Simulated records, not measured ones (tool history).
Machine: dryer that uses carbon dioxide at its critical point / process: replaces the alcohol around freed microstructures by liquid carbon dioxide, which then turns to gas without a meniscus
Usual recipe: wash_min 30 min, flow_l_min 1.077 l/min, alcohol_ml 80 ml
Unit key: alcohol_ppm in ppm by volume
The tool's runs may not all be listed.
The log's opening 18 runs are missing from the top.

| run | hour | wash_min | flow_l_min | alcohol_ml | alcohol_ppm |
|---|---|---|---|---|---|
| 19 | 190.9 | 30 | 1.077 | 80 | 90 |
| 20 | 199.9 | 30 | 1.077 | 80 | 89 |
| 21 | 212.9 | 30 | 1.077 | 80 | 99 |
| 22 | 224.1 | 30 | 1.077 | 80 | 96 |
| 23 | 237.4 | 30 | 1.077 | 80 | 86 |
|  | 239.5 | inlet filter changed |
| 24 | 250.5 | 30 | 1.077 | 80 | 76 |
| 25 | 257.4 | 30 | 1.077 | 80 | 73 |
| 26 | 264.9 | 30 | 1.06 | 95 | 89 |
| 27 | 273.4 | 30 | 1.06 | 95 | 88 |
| 28 | 283.9 | 18 | 0.89 | 24 | 366 |
| 29 | 290.9 | 35 | 1.077 | 23 | 16 |
| 30 | 304.3 | 33 | 1.04 | 118 | 72 |
| 31 | 317.6 | 33 | 1.04 | 47 | 40 |
| 32 | 327.2 | 21 | 1.1 | 31 | 130 |
| 33 | 336.1 | 21 | 0.77 | 31 | 471 |
| 34 | 346.7 | 21 | 0.84 | 31 | 368 |

What will run 35 give?
| 35 | 356.3 | 20 | 0.73 | 33 | ? |

{"run 35": {"alcohol_ppm": 677}}
Without the tool's hidden state the same run would have given alcohol_ppm 636 ppm by volume.

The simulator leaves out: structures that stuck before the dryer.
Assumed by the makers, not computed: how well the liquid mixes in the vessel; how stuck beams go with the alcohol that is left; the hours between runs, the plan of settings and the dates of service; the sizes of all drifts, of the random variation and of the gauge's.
